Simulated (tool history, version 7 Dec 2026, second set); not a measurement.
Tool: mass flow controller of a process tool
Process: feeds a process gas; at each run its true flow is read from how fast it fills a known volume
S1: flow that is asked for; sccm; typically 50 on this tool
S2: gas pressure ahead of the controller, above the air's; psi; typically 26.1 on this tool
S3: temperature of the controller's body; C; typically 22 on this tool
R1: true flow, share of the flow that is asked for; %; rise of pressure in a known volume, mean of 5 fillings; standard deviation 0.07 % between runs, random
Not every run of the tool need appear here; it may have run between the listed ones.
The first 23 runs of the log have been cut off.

{"run": 24, "hour": 6142.3, "S1": 27, "S2": 23.5, "S3": 24, "R1": 98.92}
{"run": 25, "hour": 6361.1, "S1": 50, "S2": 26.1, "S3": 24, "R1": 99.31}
{"run": 26, "hour": 6695.5, "S1": 50, "S2": 26.1, "S3": 26, "R1": 99.46}
{"run": 27, "hour": 7027.6, "S1": 50, "S2": 26.1, "S3": 26, "R1": 99.55}
{"run": 28, "hour": 7190.4, "S1": 34, "S2": 26.1, "S3": 23, "R1": 99.11}
{"run": 29, "hour": 7373.3, "S1": 24, "S2": 37.6, "S3": 21, "R1": 98.17}
{"run": 30, "hour": 7580.0, "S1": 26, "S2": 39.0, "S3": 31, "R1": 98.71}
{"run": 31, "hour": 7775.5, "S1": 81, "S2": 32.3, "S3": 20, "R1": 99.69}
{"run": 32, "hour": 8061.4, "S1": 22, "S2": 39.2, "S3": 38, "R1": 98.99}
{"run": 33, "hour": 8300.5, "S1": 22, "S2": 39.2, "S3": 22, "R1": 98.13}
{"run": 34, "hour": 8471.9, "S1": 52, "S2": 35.4, "S3": 21, "R1": 99.02}
{"run": 35, "hour": 8775.5, "S1": 52, "S2": 35.4, "S3": 21, "R1": 99.07}
{"run": 36, "hour": 9077.2, "S1": 53, "S2": 35.1, "S3": 23, "R1": 99.29}
{"run": 37, "hour": 9376.2, "S1": 53, "S2": 35.1, "S3": 23, "R1": 99.17}

Each row is a separate what-if for the run after 37, all from the same tool condition, not one after another. Results?
{"run": "A", "hour": 9652.6, "S1": 73, "S2": 25.4, "S3": 23, "R1": "?"}
{"run": "B", "hour": 9652.6, "S1": 39, "S2": 26.7, "S3": 35, "R1": "?"}
{"run": "C", "hour": 9652.6, "S1": 53, "S2": 23.6, "S3": 23, "R1": "?"}
{"run": "D", "hour": 9652.6, "S1": 53, "S2": 38.3, "S3": 23, "R1": "?"}

run=A R1=100.22
run=B R1=100.02
run=C R1=99.84
run=D R1=99.17
Take away the tool's hidden state, keep each run's random variation, and the runs would have read:
run=A R1=99.39
run=B R1=99.19
run=C R1=99.01
run=D R1=98.35
